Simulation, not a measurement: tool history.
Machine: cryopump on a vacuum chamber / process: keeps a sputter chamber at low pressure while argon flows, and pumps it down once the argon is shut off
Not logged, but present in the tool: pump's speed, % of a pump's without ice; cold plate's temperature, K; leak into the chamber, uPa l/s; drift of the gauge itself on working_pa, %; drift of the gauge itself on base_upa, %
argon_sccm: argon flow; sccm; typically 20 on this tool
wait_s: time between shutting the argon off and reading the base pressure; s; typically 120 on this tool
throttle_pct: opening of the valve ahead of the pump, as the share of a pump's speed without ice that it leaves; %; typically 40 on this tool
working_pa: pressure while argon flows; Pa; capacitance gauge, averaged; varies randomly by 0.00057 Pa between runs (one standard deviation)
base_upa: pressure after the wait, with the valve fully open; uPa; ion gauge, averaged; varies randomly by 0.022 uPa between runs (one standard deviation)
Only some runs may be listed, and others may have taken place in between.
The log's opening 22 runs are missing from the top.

| run | hour | argon_sccm | wait_s | throttle_pct | hours of work since the pump was warmed up and emptied | hours of work since the cold head was overhauled | hours of work since the chamber's fittings were tightened | working_pa | base_upa |
|---|---|---|---|---|---|---|---|---|---|
| 23 | 1725 | 18 | 49 | 40 | 830 | 2721 | 1116 | 0.0723 | 2.56 |
| 24 | 1821.4 | 18 | 49 | 40 | 894 | 2785 | 1180 | 0.073 | 2.72 |
|  | 1841.1 | pump warmed up, emptied and cooled again |
| 25 | 1938 | 18 | 49 | 40 | 64 | 2859 | 1254 | 0.0639 | 2.14 |
| 26 | 2042.4 | 20 | 120 | 24 | 133 | 2928 | 1322 | 0.1172 | 1.76 |
| 27 | 2130.3 | 20 | 120 | 24 | 191 | 2986 | 1381 | 0.1177 | 1.8 |
| 28 | 2188.6 | 20 | 113 | 30 | 230 | 3024 | 1419 | 0.0953 | 1.9 |
| 29 | 2255.1 | 9 | 113 | 30 | 274 | 3068 | 1463 | 0.0434 | 2.02 |
| 30 | 2356.7 | 13 | 26 | 40 | 341 | 3135 | 1530 | 0.0478 | 3.44 |
| 31 | 2434.4 | 20 | 49 | 23 | 392 | 3187 | 1582 | 0.1245 | 2.78 |
| 32 | 2538.4 | 20 | 49 | 23 | 461 | 3256 | 1650 | 0.125 | 2.78 |
| 33 | 2637.8 | 20 | 49 | 23 | 527 | 3321 | 1716 | 0.1264 | 2.87 |
| 34 | 2722 | 20 | 49 | 23 | 582 | 3377 | 1772 | 0.1263 | 3.01 |

Branching from run 34: 3 alternative next runs. What would each branch give?
| A | 2781.8 | 22 | 28 | 17 | 622 | 3416 | 1811 | ? | ? |
| B | 2781.8 | 12 | 35 | 17 | 622 | 3416 | 1811 | ? | ? |
| C | 2781.8 | 15 | 49 | 23 | 622 | 3416 | 1811 | ? | ? |

| run | working_pa | base_upa |
|---|---|---|
| A | 0.1865 | 3.83 |
| B | 0.1031 | 3.5 |
| C | 0.0964 | 3.13 |
With no hidden state in the tool, these same runs would have given:
| run | working_pa | base_upa |
|---|---|---|
| A | 0.1771 | 1.88 |
| B | 0.098 | 1.55 |
| C | 0.09 | 1.17 |
